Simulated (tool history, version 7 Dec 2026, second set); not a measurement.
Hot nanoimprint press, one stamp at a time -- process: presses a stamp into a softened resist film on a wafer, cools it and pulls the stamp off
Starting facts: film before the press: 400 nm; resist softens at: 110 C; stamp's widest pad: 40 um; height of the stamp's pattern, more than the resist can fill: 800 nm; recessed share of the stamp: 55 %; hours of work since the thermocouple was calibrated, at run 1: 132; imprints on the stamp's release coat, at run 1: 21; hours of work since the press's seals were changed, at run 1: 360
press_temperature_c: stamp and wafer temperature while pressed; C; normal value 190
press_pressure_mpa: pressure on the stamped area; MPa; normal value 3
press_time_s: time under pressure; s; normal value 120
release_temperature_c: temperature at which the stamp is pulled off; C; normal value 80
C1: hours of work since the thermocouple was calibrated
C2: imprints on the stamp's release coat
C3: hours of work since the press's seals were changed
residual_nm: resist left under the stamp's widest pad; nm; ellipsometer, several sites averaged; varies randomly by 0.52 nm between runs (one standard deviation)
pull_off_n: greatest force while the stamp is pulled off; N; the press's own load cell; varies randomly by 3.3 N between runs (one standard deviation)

{"run": 1, "hour": 0.0, "press_temperature_c": 190, "press_pressure_mpa": 3, "press_time_s": 120, "release_temperature_c": 80, "C1": 132, "C2": 21, "C3": 360, "residual_nm": 237.5, "pull_off_n": 160}
{"run": 2, "hour": 26.1, "press_temperature_c": 190, "press_pressure_mpa": 3, "press_time_s": 120, "release_temperature_c": 80, "C1": 150, "C2": 122, "C3": 378, "residual_nm": 238.8, "pull_off_n": 156}
{"run": 3, "hour": 59.9, "press_temperature_c": 190, "press_pressure_mpa": 3, "press_time_s": 120, "release_temperature_c": 80, "C1": 174, "C2": 253, "C3": 401, "residual_nm": 237.8, "pull_off_n": 161}
{"run": 4, "hour": 104.6, "press_temperature_c": 190, "press_pressure_mpa": 3, "press_time_s": 120, "release_temperature_c": 80, "C1": 204, "C2": 427, "C3": 432, "residual_nm": 237.4, "pull_off_n": 156}
{"hour": 151.5, "done": "stamp cleaned and given a new release coat"}
{"run": 5, "hour": 156.7, "press_temperature_c": 190, "press_pressure_mpa": 3, "press_time_s": 120, "release_temperature_c": 80, "C1": 236, "C2": 20, "C3": 463, "residual_nm": 238.5, "pull_off_n": 159}
{"run": 6, "hour": 183.3, "press_temperature_c": 190, "press_pressure_mpa": 3, "press_time_s": 123, "release_temperature_c": 80, "C1": 254, "C2": 123, "C3": 482, "residual_nm": 235.5, "pull_off_n": 163}
{"run": 7, "hour": 229.5, "press_temperature_c": 190, "press_pressure_mpa": 3, "press_time_s": 117, "release_temperature_c": 80, "C1": 286, "C2": 302, "C3": 513, "residual_nm": 238.2, "pull_off_n": 168}
{"hour": 246.5, "done": "plate thermocouple calibrated"}
{"run": 8, "hour": 265.7, "press_temperature_c": 190, "press_pressure_mpa": 3, "press_time_s": 117, "release_temperature_c": 80, "C1": 13, "C2": 431, "C3": 536, "residual_nm": 240.3, "pull_off_n": 161}
{"run": 9, "hour": 289.5, "press_temperature_c": 190, "press_pressure_mpa": 3, "press_time_s": 117, "release_temperature_c": 80, "C1": 30, "C2": 523, "C3": 552, "residual_nm": 239.4, "pull_off_n": 158}

Predict the results of run 10:
{"hour": 311.7, "done": "stamp cleaned and given a new release coat"}
{"run": 10, "hour": 323.4, "press_temperature_c": 181, "press_pressure_mpa": 4.15, "press_time_s": 120, "release_temperature_c": 80, "C1": 49, "C2": 45, "C3": 571, "residual_nm": "?", "pull_off_n": "?"}

residual_nm: 289.4 nm
pull_off_n: 162 N
Take away the tool's hidden state, keep the run-to-run variation as it was, and the same run would have given residual_nm 289.3 nm, pull_off_n 162 N.
